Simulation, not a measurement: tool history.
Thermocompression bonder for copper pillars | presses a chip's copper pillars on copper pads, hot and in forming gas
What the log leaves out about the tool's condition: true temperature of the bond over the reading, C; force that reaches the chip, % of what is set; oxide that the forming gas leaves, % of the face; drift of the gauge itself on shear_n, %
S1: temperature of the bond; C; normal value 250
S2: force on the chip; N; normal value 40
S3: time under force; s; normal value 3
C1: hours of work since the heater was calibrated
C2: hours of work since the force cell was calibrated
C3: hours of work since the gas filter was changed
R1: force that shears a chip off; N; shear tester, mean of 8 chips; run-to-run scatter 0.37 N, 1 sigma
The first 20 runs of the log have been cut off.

run 21 hour=1182.8 | S1=271 S2=34 S3=4 | C1=1173 C2=227 C3=264 | R1=67.1
-- hour=1250.9 heater calibrated with a thermocouple chip
run 22 hour=1250.9 | S1=271 S2=34 S3=4 | C1=0 C2=266 C3=304 | R1=68.7
run 23 hour=1322.1 | S1=250 S2=28 S3=5 | C1=43 C2=309 C3=347 | R1=51.4
run 24 hour=1382.7 | S1=250 S2=28 S3=5 | C1=79 C2=345 C3=383 | R1=51.5
run 25 hour=1431 | S1=277 S2=30 S3=8 | C1=108 C2=374 C3=412 | R1=77.8
-- hour=1496 forming gas filter changed
run 26 hour=1507.5 | S1=234 S2=24 S3=6 | C1=154 C2=420 C3=7 | R1=42.2
run 27 hour=1542.8 | S1=234 S2=24 S3=6 | C1=175 C2=441 C3=28 | R1=42.7
run 28 hour=1604 | S1=262 S2=25 S3=6 | C1=212 C2=478 C3=65 | R1=58.3
-- hour=1664.2 heater calibrated with a thermocouple chip, once more
run 29 hour=1673.5 | S1=262 S2=25 S3=6 | C1=6 C2=518 C3=105 | R1=47.2
run 30 hour=1749.8 | S1=226 S2=28 S3=5 | C1=51 C2=564 C3=151 | R1=31
run 31 hour=1810.3 | S1=226 S2=33 S3=2 | C1=88 C2=601 C3=188 | R1=25.8
run 32 hour=1858.3 | S1=245 S2=33 S3=5 | C1=117 C2=629 C3=216 | R1=46.8
run 33 hour=1921.6 | S1=231 S2=34 S3=3 | C1=155 C2=667 C3=254 | R1=33.3
run 34 hour=2003.2 | S1=250 S2=43 S3=2 | C1=204 C2=716 C3=303 | R1=45.1
run 35 hour=2037.7 | S1=239 S2=38 S3=3 | C1=224 C2=737 C3=324 | R1=41.5
run 36 hour=2085.8 | S1=232 S2=40 S3=6 | C1=253 C2=766 C3=353 | R1=52
run 37 hour=2161.8 | S1=232 S2=40 S3=6 | C1=299 C2=812 C3=399 | R1=51.4
run 38 hour=2201.6 | S1=232 S2=40 S3=6 | C1=323 C2=836 C3=422 | R1=50.8
-- hour=2254.2 forming gas filter changed
run 39 hour=2263.8 | S1=250 S2=40 S3=2 | C1=360 C2=873 C3=6 | R1=44.6

Consider 5 possible next runs. They are alternatives, not a sequence: every one starts from the tool as it was left by run 39. What does each give?
run A hour=2328.8 | S1=250 S2=26 S3=2 | C1=399 C2=912 C3=45 | R1=?
run B hour=2328.8 | S1=225 S2=40 S3=2 | C1=399 C2=912 C3=45 | R1=?
run C hour=2328.8 | S1=250 S2=40 S3=4 | C1=399 C2=912 C3=45 | R1=?
run D hour=2328.8 | S1=222 S2=40 S3=3 | C1=399 C2=912 C3=45 | R1=?
run E hour=2328.8 | S1=251 S2=57 S3=3 | C1=399 C2=912 C3=45 | R1=?

run=A R1=27.6
run=B R1=32.5
run=C R1=57.1
run=D R1=36.9
run=E R1=71.4
The same runs, with their run-to-run variation unchanged, on a tool lacking any hidden condition would have given:
run=A R1=28.9
run=B R1=33.8
run=C R1=59.3
run=D R1=38.3
run=E R1=74

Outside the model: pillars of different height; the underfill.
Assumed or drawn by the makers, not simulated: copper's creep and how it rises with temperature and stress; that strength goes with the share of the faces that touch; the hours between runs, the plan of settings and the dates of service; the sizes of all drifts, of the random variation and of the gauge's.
